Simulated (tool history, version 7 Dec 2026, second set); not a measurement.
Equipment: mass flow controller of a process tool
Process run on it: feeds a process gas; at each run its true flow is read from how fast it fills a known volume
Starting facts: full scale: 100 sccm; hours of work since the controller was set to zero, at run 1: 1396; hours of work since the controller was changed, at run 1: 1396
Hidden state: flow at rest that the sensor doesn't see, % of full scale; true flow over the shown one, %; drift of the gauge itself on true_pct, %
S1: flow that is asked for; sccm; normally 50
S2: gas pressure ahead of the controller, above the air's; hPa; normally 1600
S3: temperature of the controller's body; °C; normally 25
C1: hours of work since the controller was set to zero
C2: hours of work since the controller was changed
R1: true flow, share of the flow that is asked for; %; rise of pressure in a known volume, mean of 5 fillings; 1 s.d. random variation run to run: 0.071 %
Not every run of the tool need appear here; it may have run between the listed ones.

Run 1, hour 0: usual settings; C1 1396; C2 1396. Result: R1 99.46 %.
Run 2, hour 135.6: usual settings; C1 1466; C2 1466. Result: R1 99.4 %.
Run 3, hour 317.7: usual settings; C1 1558; C2 1558. Result: R1 99.34 %.
Run 4, hour 543.3: usual settings; C1 1673; C2 1673. Result: R1 99.45 %.
Run 5, hour 709.1: usual settings; C1 1758; C2 1758. Result: R1 99.35 %.
Run 6, hour 908.4: usual settings; C1 1859; C2 1859. Result: R1 99.62 %.
Run 7, hour 1070.3: usual settings; C1 1942; C2 1942. Result: R1 99.38 %.
Run 8, hour 1199.6: usual settings; C1 2008; C2 2008. Result: R1 99.42 %.
Run 9, hour 1308.8: usual settings but S1 76 sccm, S2 1920 hPa, S3 30 °C; C1 2063; C2 2063. Result: R1 100.32 %.
Run 10, hour 1503.4: usual settings but S1 12 sccm, S2 2220 hPa, S3 26 °C; C1 2162; C2 2162. Result: R1 99.55 %.
Run 11, hour 1720.9: usual settings but S1 66 sccm, S2 2210 hPa, S3 35 °C; C1 2273; C2 2273. Result: R1 100.74 %.
Run 12, hour 1895.3: usual settings but S1 66 sccm, S2 1540 hPa, S3 29 °C; C1 2362; C2 2362. Result: R1 99.98 %.
Run 13, hour 2041.9: usual settings but S2 1660 hPa, S3 30 °C; C1 2437; C2 2437. Result: R1 99.93 %.
Run 14, hour 2253.4: usual settings but S1 25 sccm; C1 2545; C2 2545. Result: R1 99.31 %.
Run 15, hour 2397.1: usual settings but S1 24 sccm, S2 2250 hPa, S3 21 °C; C1 2618; C2 2618. Result: R1 99.15 %.

Consider 4 possible next runs. They are alternatives, not a sequence: every one starts from the tool as it was left by run 15. What does each give?
Run A, hour 2502.8: usual settings but S1 18 sccm; C1 2672; C2 2672. Result: R1 ?.
Run B, hour 2502.8: usual settings but S1 39 sccm; C1 2672; C2 2672. Result: R1 ?.
Run C, hour 2502.8: usual settings but S3 37 °C; C1 2672; C2 2672. Result: R1 ?.
Run D, hour 2502.8: usual settings but S1 24 sccm, S2 1770 hPa, S3 28 °C; C1 2672; C2 2672. Result: R1 ?.

run     R1
  A  99.28
  B  99.24
  C  100.6
  D  99.61
With no hidden state in the tool, these same runs would have given:
run     R1
  A  99.27
  B  99.24
  C  100.6
  D   99.6
